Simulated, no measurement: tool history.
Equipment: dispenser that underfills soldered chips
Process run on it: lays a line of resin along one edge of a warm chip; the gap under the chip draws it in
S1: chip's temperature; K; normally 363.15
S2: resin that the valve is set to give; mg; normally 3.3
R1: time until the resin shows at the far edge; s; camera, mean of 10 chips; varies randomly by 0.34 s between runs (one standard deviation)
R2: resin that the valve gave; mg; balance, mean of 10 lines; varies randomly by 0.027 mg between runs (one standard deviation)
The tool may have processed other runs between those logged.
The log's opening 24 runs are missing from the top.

run	hour	S1	S2	R1	R2
25	139.3	363.15	3.09	21.4	2.87
26	143.3	361.15	4.03	25.3	3.77
# hour 144.8: new syringe of resin
27	149.9	356.15	4.11	24.1	3.84
28	155.4	378.15	3.3	16.3	3.07
# hour 156.7: new syringe of resin
29	161.4	369.15	4.05	16.5	3.75
30	166.7	369.15	4.05	19.4	3.73
# hour 168.5: new syringe of resin
31	173.4	369.15	4.05	16.4	3.73
32	176.7	357.15	2.91	28.5	2.69
# hour 180.1: new syringe of resin
# hour 184.7: dispensing valve cleaned and set on the balance
33	184.8	360.15	3.94	20.5	3.97

What does the tool deliver on the next run?
34	192.2	360.15	3.35	?	?

Run 34 came out at R1 26.9 s, R2 3.29 mg.
On a tool with no hidden condition, and with the same random variation, this run would have come out at R1 18.4 s, R2 3.32 mg.
